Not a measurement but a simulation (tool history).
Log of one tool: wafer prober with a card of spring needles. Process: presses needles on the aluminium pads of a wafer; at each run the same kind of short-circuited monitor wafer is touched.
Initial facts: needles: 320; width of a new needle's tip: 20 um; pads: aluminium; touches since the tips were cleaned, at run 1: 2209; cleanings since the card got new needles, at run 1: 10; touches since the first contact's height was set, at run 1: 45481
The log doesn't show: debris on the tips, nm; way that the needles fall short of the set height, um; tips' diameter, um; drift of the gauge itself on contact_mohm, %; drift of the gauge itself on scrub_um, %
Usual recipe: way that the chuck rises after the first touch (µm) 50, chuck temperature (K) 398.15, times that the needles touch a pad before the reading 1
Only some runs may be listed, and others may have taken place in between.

| run | day | way that the chuck rises after the first touch (µm) | chuck temperature (K) | times that the needles touch a pad before the reading | touches since the tips were cleaned | cleanings since the card got new needles | touches since the first contact's height was set | resistance of one needle with its contact and lead (mohm) | way that a needle slides on the pad (µm) |
|---|---|---|---|---|---|---|---|---|---|
| 1 | 0.000 | 50 | 398.15 | 1 | 2209 | 10 | 45481 | 268 | 13.70 |
|  | 0.179 | tips cleaned on abrasive film |
|  | 0.562 | tips cleaned on abrasive film |
| 2 | 0.562 | 50 | 398.15 | 1 | 0 | 12 | 51094 | 167 | 13.78 |
| 3 | 0.883 | 50 | 349.15 | 1 | 3259 | 12 | 54353 | 293 | 13.81 |
|  | 0.983 | tips cleaned on abrasive film |
| 4 | 1.312 | 50 | 349.15 | 1 | 3315 | 13 | 58625 | 293 | 13.88 |
|  | 1.417 | tips cleaned on abrasive film |
|  | 1.804 | tips cleaned on abrasive film |
| 5 | 1.804 | 50 | 398.15 | 1 | 0 | 15 | 63545 | 161 | 13.86 |
| 6 | 2.162 | 50 | 398.15 | 1 | 3620 | 15 | 67165 | 298 | 13.71 |
|  | 2.204 | tips cleaned on abrasive film |
|  | 2.588 | tips cleaned on abrasive film |
| 7 | 2.625 | 50 | 311.15 | 1 | 384 | 17 | 71752 | 184 | 13.88 |
|  | 2.971 | tips cleaned on abrasive film |
| 8 | 3.050 | 50 | 311.15 | 1 | 766 | 18 | 76002 | 205 | 13.65 |
| 9 | 3.317 | 50 | 311.15 | 1 | 3484 | 18 | 78720 | 313 | 13.69 |
|  | 3.400 | tips cleaned on abrasive film |
| 10 | 3.600 | 50 | 398.15 | 1 | 2014 | 19 | 81530 | 262 | 13.77 |
|  | 3.817 | tips cleaned on abrasive film |
| 11 | 4.079 | 50 | 398.15 | 1 | 2653 | 20 | 86348 | 277 | 13.68 |
|  | 4.208 | tips cleaned on abrasive film |
|  | 4.633 | tips cleaned on abrasive film |
| 12 | 4.654 | 44 | 398.15 | 1 | 214 | 22 | 92092 | 190 | 12.12 |
|  | 5.021 | tips cleaned on abrasive film |
| 13 | 5.138 | 50 | 388.15 | 1 | 1185 | 23 | 96934 | 233 | 13.67 |
|  | 5.425 | tips cleaned on abrasive film |
| 14 | 5.425 | 50 | 388.15 | 1 | 0 | 24 | 99794 | 169 | 13.78 |
|  | 5.812 | tips cleaned on abrasive film |
| 15 | 5.938 | 50 | 388.15 | 1 | 1265 | 25 | 104946 | 229 | 13.75 |
|  | 6.225 | tips cleaned on abrasive film |
| 16 | 6.288 | 50 | 388.15 | 1 | 650 | 26 | 108464 | 206 | 13.76 |
| 17 | 6.567 | 51 | 321.15 | 1 | 3449 | 26 | 111263 | 302 | 13.95 |
|  | 6.617 | tips cleaned on abrasive film |
|  | 7.004 | tips cleaned on abrasive film |
| 18 | 7.112 | 51 | 350.15 | 1 | 1129 | 28 | 116736 | 233 | 13.98 |
|  | 7.412 | tips cleaned on abrasive film |
| 19 | 7.567 | 51 | 350.15 | 1 | 1550 | 29 | 121265 | 253 | 13.95 |
|  | 7.817 | tips cleaned on abrasive film |
| 20 | 8.029 | 50 | 312.15 | 1 | 2152 | 30 | 125937 | 256 | 13.48 |
|  | 8.204 | tips cleaned on abrasive film |
| 21 | 8.521 | 50 | 312.15 | 1 | 3216 | 31 | 130862 | 301 | 13.57 |
|  | 8.588 | tips cleaned on abrasive film |
|  | 8.804 | height of the first contact set anew |
|  | 8.992 | tips cleaned on abrasive film |
| 22 | 9.004 | 50 | 312.15 | 1 | 96 | 33 | 1973 | 157 | 13.97 |
|  | 9.400 | tips cleaned on abrasive film |
| 23 | 9.400 | 50 | 398.15 | 2 | 0 | 34 | 5952 | 160 | 13.99 |
|  | 9.792 | tips cleaned on abrasive film |
| 24 | 9.950 | 44 | 367.15 | 2 | 1607 | 35 | 11487 | 227 | 12.36 |
|  | 10.196 | tips cleaned on abrasive film |
| 25 | 10.267 | 44 | 367.15 | 2 | 726 | 36 | 14630 | 197 | 12.27 |
|  | 10.604 | tips cleaned on abrasive film |
| 26 | 10.838 | 43 | 299.15 | 1 | 2376 | 37 | 20385 | 335 | 11.95 |
|  | 10.988 | tips cleaned on abrasive film |
| 27 | 11.246 | 43 | 299.15 | 1 | 2615 | 38 | 24482 | 324 | 11.97 |
|  | 11.396 | tips cleaned on abrasive film |
| 28 | 11.525 | 50 | 310.15 | 1 | 1304 | 39 | 27247 | 234 | 13.87 |
|  | 11.800 | tips cleaned on abrasive film |
| 29 | 11.933 | 60 | 323.15 | 1 | 1336 | 40 | 31329 | 204 | 16.66 |
|  | 12.192 | tips cleaned on abrasive film |
| 30 | 12.271 | 50 | 398.15 | 1 | 816 | 41 | 34713 | 211 | 13.89 |
|  | 12.592 | tips cleaned on abrasive film |
| 31 | 12.833 | 50 | 361.15 | 1 | 2432 | 42 | 40357 | 274 | 13.99 |
|  | 13.012 | tips cleaned on abrasive film |
| 32 | 13.204 | 50 | 398.15 | 1 | 1955 | 43 | 44082 | 262 | 13.89 |

Alternative continuations, all from the tool just after run 32; predict every row:
|  | 13.400 | tips cleaned on abrasive film |
| A | 13.554 | 52 | 308.15 | 1 | 1565 | 44 | 47574 | ? | ? |
|  | 13.400 | tips cleaned on abrasive film |
| B | 13.554 | 50 | 321.15 | 1 | 1565 | 44 | 47574 | ? | ? |
|  | 13.400 | tips cleaned on abrasive film |
| C | 13.554 | 42 | 347.15 | 1 | 1565 | 44 | 47574 | ? | ? |
|  | 13.400 | tips cleaned on abrasive film |
| D | 13.554 | 35 | 312.15 | 1 | 1565 | 44 | 47574 | ? | ? |

| run | resistance of one needle with its contact and lead (mohm) | way that a needle slides on the pad (µm) |
|---|---|---|
| A | 242 | 14.51 |
| B | 253 | 13.77 |
| C | 295 | 11.66 |
| D | 367 | 9.62 |
Without the tool's hidden state the same runs would have given:
| run | resistance of one needle with its contact and lead (mohm) | way that a needle slides on the pad (µm) |
|---|---|---|
| A | 136 | 14.67 |
| B | 140 | 13.93 |
| C | 147 | 11.82 |
| D | 144 | 9.78 |

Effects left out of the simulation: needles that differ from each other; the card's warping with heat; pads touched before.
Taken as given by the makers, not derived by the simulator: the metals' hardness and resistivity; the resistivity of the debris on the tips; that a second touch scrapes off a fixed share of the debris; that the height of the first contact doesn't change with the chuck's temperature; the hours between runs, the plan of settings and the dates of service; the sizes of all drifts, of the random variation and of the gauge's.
